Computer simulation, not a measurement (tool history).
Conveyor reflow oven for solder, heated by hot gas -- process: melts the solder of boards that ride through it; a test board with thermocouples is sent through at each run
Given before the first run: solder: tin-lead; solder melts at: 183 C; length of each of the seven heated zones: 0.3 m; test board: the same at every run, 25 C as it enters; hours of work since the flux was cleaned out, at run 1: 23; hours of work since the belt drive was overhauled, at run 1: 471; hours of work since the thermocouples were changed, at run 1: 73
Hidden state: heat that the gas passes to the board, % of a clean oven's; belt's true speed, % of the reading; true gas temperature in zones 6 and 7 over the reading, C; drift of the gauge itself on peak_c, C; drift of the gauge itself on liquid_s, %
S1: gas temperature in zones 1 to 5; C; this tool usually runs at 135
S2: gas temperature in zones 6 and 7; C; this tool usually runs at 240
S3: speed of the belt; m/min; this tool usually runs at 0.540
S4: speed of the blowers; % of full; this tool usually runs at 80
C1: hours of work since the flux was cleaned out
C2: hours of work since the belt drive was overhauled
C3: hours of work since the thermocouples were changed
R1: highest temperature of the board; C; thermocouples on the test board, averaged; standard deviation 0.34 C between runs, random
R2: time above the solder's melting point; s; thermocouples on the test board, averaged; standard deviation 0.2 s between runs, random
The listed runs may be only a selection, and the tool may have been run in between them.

run	day	S1	S2	S3	S4	C1	C2	C3	R1	R2
1	0.000	135	240	0.540	80	23	471	73	223.8	53.0
2	0.288	135	240	0.540	57	28	476	78	216.9	48.0
3	0.762	135	240	0.540	57	37	485	86	216.5	48.0
4	1.046	136	240	0.540	80	42	490	91	224.1	53.6
5	1.629	136	240	0.480	80	52	500	102	227.4	63.2
6	2.025	136	240	0.480	80	59	507	109	226.3	63.0
7	2.275	136	240	0.480	80	64	512	113	227.2	62.9
8	2.729	136	240	0.480	80	72	520	121	226.4	63.4
9	3.275	135	240	0.603	80	82	529	131	219.3	45.0
10	3.821	135	240	0.603	80	91	539	141	219.7	45.1
11	4.342	124	240	0.540	80	101	548	150	221.6	49.0
12	4.625	135	240	0.540	80	106	553	155	223.6	53.4
13	5.171	135	240	0.540	80	115	563	165	223.4	53.6
14	5.583	135	240	0.540	80	123	571	172	223.1	53.0
15	5.912	135	240	0.540	80	129	576	178	223.0	53.2
16	6.300	135	240	0.540	80	136	583	185	223.0	53.0
17	6.571	135	240	0.540	80	140	588	190	223.2	53.1
18	6.979	135	240	0.628	54	148	596	197	208.3	34.4
19	7.408	135	240	0.628	54	155	603	205	208.3	34.3
# day 7.662: flux residue cleaned out of gas plates and filters
20	8.012	135	231	0.579	80	6	610	212	212.7	43.1
21	8.442	135	228	0.537	58	14	618	219	206.5	40.0
22	8.867	135	228	0.537	58	21	625	227	207.4	40.0
23	9.383	135	240	0.560	77	31	635	236	220.7	50.3
24	9.854	126	240	0.540	80	39	643	245	220.7	49.5
25	10.262	126	240	0.540	80	46	650	252	221.5	49.6
26	10.779	129	243	0.478	63	56	660	261	224.5	58.6
# day 11.100: flux residue cleaned out of gas plates and filters, once more
27	11.550	130	251	0.627	65	8	670	271	220.8	42.7
28	11.967	130	251	0.627	65	15	677	279	221.0	42.4
29	12.338	122	248	0.625	55	22	684	285	211.9	34.7
30	12.742	122	248	0.625	55	29	691	293	211.9	34.3

Take each entry between the runs: how does the hidden state at the last listed run before it differ from the hidden state at the first listed run after it?
After run 19, before run 20: flux residue cleaned out of gas plates and filters (day 7.662)
  heat that the gas passes to the board, % of a clean oven's: 97.9 -> 97.5; true gas temperature in zones 6 and 7 over the reading, C: -0.35 -> -0.37
  what was measured, less what the result would be without the hidden state, R1: -0.4 -> -0.8 C; R2: -0.2 -> -0.3 s
After run 26, before run 27: flux residue cleaned out of gas plates and filters, once more (day 11.100)
  heat that the gas passes to the board, % of a clean oven's: 96.8 -> 99.3; belt's true speed, % of the reading: 99.14 -> 99.13; true gas temperature in zones 6 and 7 over the reading, C: -0.45 -> -0.47
  what was measured, less what the result would be without the hidden state, R1: -0.9 -> -0.2 C; R2: -0.1 -> +0.3 s
